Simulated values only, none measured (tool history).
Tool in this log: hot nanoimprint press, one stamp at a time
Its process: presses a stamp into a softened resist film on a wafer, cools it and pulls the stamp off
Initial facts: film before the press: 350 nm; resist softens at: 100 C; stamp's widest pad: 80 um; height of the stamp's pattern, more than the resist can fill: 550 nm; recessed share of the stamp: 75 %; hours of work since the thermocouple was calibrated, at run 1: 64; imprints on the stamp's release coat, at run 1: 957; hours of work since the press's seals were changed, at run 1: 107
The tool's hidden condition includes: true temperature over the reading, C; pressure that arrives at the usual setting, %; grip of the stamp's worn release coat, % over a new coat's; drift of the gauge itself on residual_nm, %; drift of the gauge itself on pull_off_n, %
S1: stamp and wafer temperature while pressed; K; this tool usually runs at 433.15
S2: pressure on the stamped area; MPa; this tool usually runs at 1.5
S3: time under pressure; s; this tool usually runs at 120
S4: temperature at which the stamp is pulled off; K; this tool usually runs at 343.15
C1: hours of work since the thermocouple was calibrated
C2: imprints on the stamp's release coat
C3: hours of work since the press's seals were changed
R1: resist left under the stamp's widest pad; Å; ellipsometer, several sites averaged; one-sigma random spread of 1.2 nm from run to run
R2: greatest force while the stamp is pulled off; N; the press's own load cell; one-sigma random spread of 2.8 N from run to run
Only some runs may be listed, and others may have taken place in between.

{"run": 1, "hour": 0.0, "S1": 433.15, "S2": 1.5, "S3": 120, "S4": 343.15, "C1": 64, "C2": 957, "C3": 107, "R1": 1801, "R2": 139}
{"run": 2, "hour": 8.8, "S1": 433.15, "S2": 1.5, "S3": 120, "S4": 343.15, "C1": 68, "C2": 977, "C3": 111, "R1": 1805, "R2": 138}
{"run": 3, "hour": 18.0, "S1": 433.15, "S2": 1.5, "S3": 120, "S4": 343.15, "C1": 72, "C2": 999, "C3": 115, "R1": 1822, "R2": 136}
{"run": 4, "hour": 28.5, "S1": 433.15, "S2": 1.5, "S3": 120, "S4": 343.15, "C1": 76, "C2": 1024, "C3": 119, "R1": 1825, "R2": 134}
{"run": 5, "hour": 36.3, "S1": 433.15, "S2": 1.5, "S3": 120, "S4": 343.15, "C1": 80, "C2": 1042, "C3": 122, "R1": 1793, "R2": 135}
{"run": 6, "hour": 46.9, "S1": 433.15, "S2": 1.5, "S3": 120, "S4": 343.15, "C1": 84, "C2": 1067, "C3": 127, "R1": 1809, "R2": 134}
{"run": 7, "hour": 52.7, "S1": 428.15, "S2": 1.5, "S3": 120, "S4": 343.15, "C1": 87, "C2": 1080, "C3": 130, "R1": 2348, "R2": 130}
{"run": 8, "hour": 64.0, "S1": 433.15, "S2": 1.5, "S3": 190, "S4": 343.15, "C1": 92, "C2": 1107, "C3": 135, "R1": 1529, "R2": 135}
{"run": 9, "hour": 73.1, "S1": 433.15, "S2": 1.5, "S3": 190, "S4": 343.15, "C1": 96, "C2": 1128, "C3": 139, "R1": 1521, "R2": 137}
{"run": 10, "hour": 85.9, "S1": 433.15, "S2": 1.5, "S3": 190, "S4": 343.15, "C1": 101, "C2": 1159, "C3": 144, "R1": 1510, "R2": 134}
{"run": 11, "hour": 93.0, "S1": 433.15, "S2": 1.5, "S3": 190, "S4": 343.15, "C1": 104, "C2": 1175, "C3": 147, "R1": 1535, "R2": 135}
{"run": 12, "hour": 102.7, "S1": 433.15, "S2": 1.5, "S3": 190, "S4": 343.15, "C1": 109, "C2": 1198, "C3": 151, "R1": 1523, "R2": 135}
{"hour": 116.6, "done": "stamp cleaned and given a new release coat"}
{"run": 13, "hour": 120.0, "S1": 433.15, "S2": 1.5, "S3": 120, "S4": 343.15, "C1": 114, "C2": 9, "C3": 156, "R1": 1821, "R2": 132}
{"run": 14, "hour": 129.8, "S1": 433.15, "S2": 1.5, "S3": 120, "S4": 343.15, "C1": 118, "C2": 31, "C3": 161, "R1": 1789, "R2": 132}
{"run": 15, "hour": 137.9, "S1": 433.15, "S2": 1.5, "S3": 120, "S4": 343.15, "C1": 121, "C2": 50, "C3": 164, "R1": 1784, "R2": 133}
{"run": 16, "hour": 149.8, "S1": 433.15, "S2": 1.5, "S3": 120, "S4": 343.15, "C1": 127, "C2": 79, "C3": 169, "R1": 1793, "R2": 134}
{"run": 17, "hour": 161.4, "S1": 422.15, "S2": 1.23, "S3": 124, "S4": 345.15, "C1": 132, "C2": 106, "C3": 174, "R1": 3018, "R2": 123}

What will run 18 give?
{"run": 18, "hour": 169.3, "S1": 433.15, "S2": 1.5, "S3": 148, "S4": 346.15, "C1": 135, "C2": 124, "C3": 178, "R1": "?", "R2": "?"}

{"run 18": {"R1": 1682, "R2": 120}}
With no hidden state in the tool, this same run would have given R1 1686 Å, R2 120 N.

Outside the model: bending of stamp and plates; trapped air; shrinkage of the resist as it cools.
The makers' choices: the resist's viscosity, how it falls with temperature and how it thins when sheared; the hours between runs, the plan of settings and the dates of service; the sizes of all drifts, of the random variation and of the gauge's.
